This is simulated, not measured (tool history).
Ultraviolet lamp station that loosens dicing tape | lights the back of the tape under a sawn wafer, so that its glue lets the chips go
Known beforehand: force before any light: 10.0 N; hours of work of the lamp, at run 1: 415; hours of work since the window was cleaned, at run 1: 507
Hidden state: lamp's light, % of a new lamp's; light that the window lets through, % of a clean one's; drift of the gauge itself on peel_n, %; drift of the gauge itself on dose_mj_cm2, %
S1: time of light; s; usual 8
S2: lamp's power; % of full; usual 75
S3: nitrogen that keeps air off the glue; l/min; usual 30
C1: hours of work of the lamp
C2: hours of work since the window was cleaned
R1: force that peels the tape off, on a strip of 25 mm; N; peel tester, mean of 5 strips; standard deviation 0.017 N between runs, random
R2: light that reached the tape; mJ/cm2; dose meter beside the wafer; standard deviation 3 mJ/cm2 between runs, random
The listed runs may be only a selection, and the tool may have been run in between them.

run	hour	S1	S2	S3	C1	C2	R1	R2
1	0.0	8	75	30	415	507	1.842	307
2	12.7	8	75	30	425	517	1.817	303
3	26.3	8	87	30	434	526	1.415	353
4	35.7	8	87	30	441	533	1.470	350
5	45.4	8	87	30	448	540	1.508	350
6	60.6	8	87	30	459	551	1.492	347
7	78.6	8	87	30	472	564	1.574	331
8	90.4	8	87	30	481	573	1.536	338
# hour 106.6: window cleaned of glue's vapour
9	107.1	8	97	30	492	0	1.547	329
10	122.1	8	97	30	503	11	1.657	325
11	140.3	8	75	30	516	24	2.487	250
12	151.2	8	77	30	524	32	2.449	253
# hour 167.6: window cleaned of glue's vapour, once more
13	168.7	8	77	30	537	1	1.498	337
14	176.4	8	77	30	542	6	1.599	333
15	191.1	11	75	30	553	17	0.874	440
16	200.0	10	75	30	559	23	1.140	400
17	208.0	10	75	30	565	29	1.112	397
18	217.6	10	75	30	572	36	1.094	396
19	231.1	8	75	30	582	46	1.800	316
20	241.2	8	75	30	589	53	1.816	314
21	250.0	8	75	30	595	60	1.813	310
22	265.5	8	75	30	607	71	1.815	306
23	283.9	8	75	30	620	84	1.885	301
24	292.1	14	87	30	626	90	0.391	601
25	300.8	4	61	19	632	96	5.344	120
26	316.3	4	61	19	643	107	5.683	122
27	334.2	14	98	19	656	120	0.469	663
28	351.8	10	93	32	669	133	0.848	439
# hour 358.0: lamp changed
29	362.9	10	93	32	4	140	0.258	681
30	374.1	8	75	38	12	148	0.766	431
31	392.7	8	75	38	25	162	0.776	429
32	401.0	8	75	38	31	168	0.783	431
33	414.2	8	75	38	41	177	0.796	424
34	421.8	8	75	38	46	183	0.827	421
35	435.4	8	75	38	56	193	0.801	420
36	449.9	13	99	30	66	203	0.114	884
37	460.0	13	73	30	74	210	0.308	656
38	468.9	13	73	30	80	217	0.311	651
39	487.5	8	94	21	94	230	0.866	503
40	501.2	8	94	21	103	240	0.857	504
41	513.4	7	95	18	112	249	1.351	447
42	525.1	11	65	11	121	258	1.638	472
43	535.5	5	78	11	128	265	3.733	252

Selected run-to-run steps in R1, each split into two signed amounts: the part the tool would show with no hidden state at all (from settings, incoming material and random variation), and the remainder, which goes to the hidden state together with any gauge scatter not common to the measured and the hidden-state-free results:
Run 12 -> 13: window cleaned of glue's vapour, once more. R1 -0.951 N: hidden state -0.928, all else -0.023.
Run 24 -> 25: S1 14 -> 4, S2 87 -> 61, S3 30 -> 19. R1 +4.953 N: hidden state +1.149, all else +3.804.
Run 26 -> 27: S1 4 -> 14, S2 61 -> 98. R1 -5.214 N: hidden state -1.197, all else -4.017.
Run 42 -> 43: S1 11 -> 5, S2 65 -> 78. R1 +2.095 N: hidden state +0.157, all else +1.938.
